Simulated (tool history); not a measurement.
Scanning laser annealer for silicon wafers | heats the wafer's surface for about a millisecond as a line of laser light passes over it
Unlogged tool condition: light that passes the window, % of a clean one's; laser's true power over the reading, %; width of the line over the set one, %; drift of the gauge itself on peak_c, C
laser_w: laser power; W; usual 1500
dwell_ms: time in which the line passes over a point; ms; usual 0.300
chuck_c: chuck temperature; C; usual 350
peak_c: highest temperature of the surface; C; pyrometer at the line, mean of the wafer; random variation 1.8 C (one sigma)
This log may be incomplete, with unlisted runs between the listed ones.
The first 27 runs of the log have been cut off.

run,hour,laser_w,dwell_ms,chuck_c,hours of work since the window was cleaned,hours of work since the power meter was calibrated,hours of work since the optics were aligned,peak_c
28,862.6,1319,0.316,348,37,1954,121,988
29,903.8,1453,0.316,329,68,1985,152,1037
30,946.6,1453,0.316,329,101,2017,184,1033
31,974.7,1500,0.300,373,122,2038,205,1084
32,1017.6,1500,0.300,329,154,2070,238,1037
33,1046.4,1500,0.300,347,176,2092,259,1055
34,1077.0,1500,0.300,353,199,2115,282,1056
35,1116.3,1568,0.243,386,228,2144,312,1058
36,1137.4,1594,0.343,381,244,2160,328,1170
37,1157.2,1406,0.224,387,259,2175,343,964
38,1190.1,1406,0.224,387,284,2200,368,957
39,1211.4,1386,0.300,371,300,2216,384,1011
40,1255.8,1386,0.259,365,333,2249,417,964
41,1274.9,1373,0.254,389,348,2264,431,973
42,1296.7,1373,0.254,389,364,2280,448,973

Forecast each of these 3 alternatives for the next run:
A,1324.0,1495,0.300,350,385,2301,468,?
B,1324.0,1505,0.273,322,385,2301,468,?
C,1324.0,1633,0.300,319,385,2301,468,?

run,peak_c
A,1036
B,986
C,1073
Without the tool's unlogged condition, the same runs would have read:
run,peak_c
A,1072
B,1021
C,1112

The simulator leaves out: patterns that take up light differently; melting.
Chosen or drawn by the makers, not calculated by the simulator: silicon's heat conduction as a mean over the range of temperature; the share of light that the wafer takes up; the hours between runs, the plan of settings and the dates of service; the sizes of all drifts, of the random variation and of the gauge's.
